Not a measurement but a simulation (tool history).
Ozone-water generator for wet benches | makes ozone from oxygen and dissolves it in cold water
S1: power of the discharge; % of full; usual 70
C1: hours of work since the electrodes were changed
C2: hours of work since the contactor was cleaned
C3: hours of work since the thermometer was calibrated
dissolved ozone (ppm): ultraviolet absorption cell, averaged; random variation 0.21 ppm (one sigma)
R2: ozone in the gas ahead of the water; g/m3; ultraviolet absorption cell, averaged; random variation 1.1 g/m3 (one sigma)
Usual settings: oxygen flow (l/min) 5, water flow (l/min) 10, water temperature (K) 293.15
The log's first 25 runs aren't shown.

{"run": 26, "hour": 865.1, "S1": 70, "oxygen flow (l/min)": 8.8, "water flow (l/min)": 10, "water temperature (K)": 288.15, "C1": 2129, "C2": 5415, "C3": 1401, "dissolved ozone (ppm)": 33, "R2": 160.8}
{"run": 27, "hour": 891.4, "S1": 87, "oxygen flow (l/min)": 5, "water flow (l/min)": 10, "water temperature (K)": 288.15, "C1": 2149, "C2": 5436, "C3": 1422, "dissolved ozone (ppm)": 38.4, "R2": 228.2}
{"run": 28, "hour": 930.4, "S1": 87, "oxygen flow (l/min)": 3.67, "water flow (l/min)": 8, "water temperature (K)": 288.15, "C1": 2180, "C2": 5467, "C3": 1453, "dissolved ozone (ppm)": 43, "R2": 252.5}
{"run": 29, "hour": 952.7, "S1": 87, "oxygen flow (l/min)": 3.67, "water flow (l/min)": 8, "water temperature (K)": 288.15, "C1": 2198, "C2": 5484, "C3": 1471, "dissolved ozone (ppm)": 42.6, "R2": 253}
{"run": 30, "hour": 997.9, "S1": 87, "oxygen flow (l/min)": 3.67, "water flow (l/min)": 8, "water temperature (K)": 288.15, "C1": 2234, "C2": 5520, "C3": 1507, "dissolved ozone (ppm)": 42.4, "R2": 252.1}
{"run": 31, "hour": 1022.5, "S1": 87, "oxygen flow (l/min)": 3.67, "water flow (l/min)": 8, "water temperature (K)": 288.15, "C1": 2253, "C2": 5540, "C3": 1526, "dissolved ozone (ppm)": 42.5, "R2": 253.9}
{"run": 32, "hour": 1047.0, "S1": 87, "oxygen flow (l/min)": 3.67, "water flow (l/min)": 8, "water temperature (K)": 288.15, "C1": 2273, "C2": 5559, "C3": 1546, "dissolved ozone (ppm)": 42.6, "R2": 253.4}
{"run": 33, "hour": 1067.6, "S1": 87, "oxygen flow (l/min)": 3.67, "water flow (l/min)": 8, "water temperature (K)": 288.15, "C1": 2289, "C2": 5575, "C3": 1562, "dissolved ozone (ppm)": 42.5, "R2": 253.1}
{"run": 34, "hour": 1104.6, "S1": 70, "oxygen flow (l/min)": 5.25, "water flow (l/min)": 10, "water temperature (K)": 293.15, "C1": 2318, "C2": 5605, "C3": 1591, "dissolved ozone (ppm)": 29.3, "R2": 187.7}

Forecast each of these 3 alternatives for the next run:
{"run": "A", "hour": 1136.6, "S1": 92, "oxygen flow (l/min)": 5.96, "water flow (l/min)": 10, "water temperature (K)": 293.15, "C1": 2344, "C2": 5630, "C3": 1617, "dissolved ozone (ppm)": "?", "R2": "?"}
{"run": "B", "hour": 1136.6, "S1": 70, "oxygen flow (l/min)": 5, "water flow (l/min)": 16, "water temperature (K)": 293.15, "C1": 2344, "C2": 5630, "C3": 1617, "dissolved ozone (ppm)": "?", "R2": "?"}
{"run": "C", "hour": 1136.6, "S1": 69, "oxygen flow (l/min)": 8.32, "water flow (l/min)": 10, "water temperature (K)": 293.15, "C1": 2344, "C2": 5630, "C3": 1617, "dissolved ozone (ppm)": "?", "R2": "?"}

run=A dissolved_ozone_(ppm)=36.8 R2=228.2
run=B dissolved_ozone_(ppm)=21.3 R2=191.7
run=C dissolved_ozone_(ppm)=28.6 R2=160.7
Without the tool's hidden state the same runs would have given:
run=A dissolved_ozone_(ppm)=39.6 R2=241.5
run=B dissolved_ozone_(ppm)=22.8 R2=200.7
run=C dissolved_ozone_(ppm)=30.5 R2=168.2

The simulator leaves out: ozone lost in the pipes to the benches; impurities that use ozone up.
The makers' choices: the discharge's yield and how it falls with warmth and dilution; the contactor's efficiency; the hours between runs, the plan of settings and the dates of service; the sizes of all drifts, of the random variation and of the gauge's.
